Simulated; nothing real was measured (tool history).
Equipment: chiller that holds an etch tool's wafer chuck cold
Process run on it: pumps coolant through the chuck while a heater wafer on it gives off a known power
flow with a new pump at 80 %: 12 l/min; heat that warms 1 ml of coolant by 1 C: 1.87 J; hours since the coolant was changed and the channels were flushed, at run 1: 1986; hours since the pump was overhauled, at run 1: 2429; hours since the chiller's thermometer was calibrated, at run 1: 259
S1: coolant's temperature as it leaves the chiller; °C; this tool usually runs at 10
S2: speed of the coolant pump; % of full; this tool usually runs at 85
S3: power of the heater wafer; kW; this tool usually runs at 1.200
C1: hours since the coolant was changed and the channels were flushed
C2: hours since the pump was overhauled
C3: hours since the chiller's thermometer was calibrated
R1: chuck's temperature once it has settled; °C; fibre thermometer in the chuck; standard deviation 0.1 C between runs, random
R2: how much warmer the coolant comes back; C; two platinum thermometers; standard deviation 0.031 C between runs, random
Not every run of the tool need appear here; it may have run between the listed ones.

run     day  S1  S2     S3    C1    C2    C3    R1    R2
  1   0.000  10  85  1.200  1986  2429   259  20.0  3.09
  2   2.812  10  89  1.200  2053  2496   327  19.7  2.93
  3   4.883  10  89  1.200  2103  2546   377  19.6  2.93
  4   6.342  10  85  1.200  2138  2581   412  20.0  3.07
  5   9.554  10  85  1.200  2215  2658   489  20.1  3.07
  6  10.962  10  85  1.200  2249  2692   523  19.9  3.10
  7  13.583  10  85  1.200  2312  2755   585  20.1  3.04
  8  15.550  10  85  1.200  2359  2802   633  20.2  3.10
  9  18.371  10  85  0.775  2427  2870   700  16.5  2.02
 10  21.662  10  85  0.775  2506  2949   779  16.4  1.99
 11  23.833  10  85  0.775  2558  3001   831  16.7  1.97
 12  25.788  10  85  0.775  2605  3048   878  16.8  1.98
 13  29.212  10  85  0.775  2687  3130   961  16.6  1.97
 14  32.612  10  85  0.775  2769  3211  1042  16.6  2.01
 15  34.629   9  85  1.200  2817  3260  1091  19.1  3.15
 16  36.388   9  85  1.200  2859  3302  1133  19.2  3.07
 17  38.867   8  69  1.205  2919  3362  1192  19.8  3.89
 18  41.054  10  92  1.108  2971  3414  1245  18.9  2.68
 19  44.062  12  97  1.200  3043  3486  1317  21.3  2.70
 20  46.971  12  70  0.712  3113  3556  1387  19.0  2.29
 21  49.783  12  70  0.712  3181  3623  1454  19.1  2.26
 22  52.342  12  70  0.712  3242  3685  1516  19.0  2.25
 23  55.371  12  65  0.712  3315  3758  1588  19.5  2.45
 24  57.233  14  66  0.712  3359  3802  1633  21.3  2.44
 25  59.112  15  73  0.716  3405  3847  1678  22.0  2.24
 26  61.883  10  81  1.200  3471  3914  1745  20.8  3.28
 27  65.058   2  85  1.200  3547  3990  1821  12.4  3.14
 28  67.346   2  85  1.200  3602  4045  1876  12.5  3.11
 29  70.504  10  97  0.696  3678  4121  1952  15.7  1.56
 30  72.188  14  97  0.696  3718  4161  1992  19.7  1.63
 31  73.962   1  97  0.982  3761  4204  2035   8.9  2.23

Predict each of these 5 candidate next runs independently; none follows another, all start after run 31:
  A  77.050  19  97  0.982  3835  4278  2109   ?   ?
  B  77.050   2  69  0.982  3835  4278  2109   ?   ?
  C  77.050   3  85  1.229  3835  4278  2109   ?   ?
  D  77.050  10  85  0.890  3835  4278  2109   ?   ?
  E  77.050  10  85  0.646  3835  4278  2109   ?   ?

run    R1    R2
  A  26.9  2.23
  B  12.0  3.19
  C  13.8  3.19
  D  17.9  2.31
  E  15.7  1.72
What these runs would have given with no unlogged condition in the tool:
run    R1    R2
  A  26.1  2.14
  B  11.1  3.05
  C  12.8  3.06
  D  17.1  2.21
  E  15.1  1.65
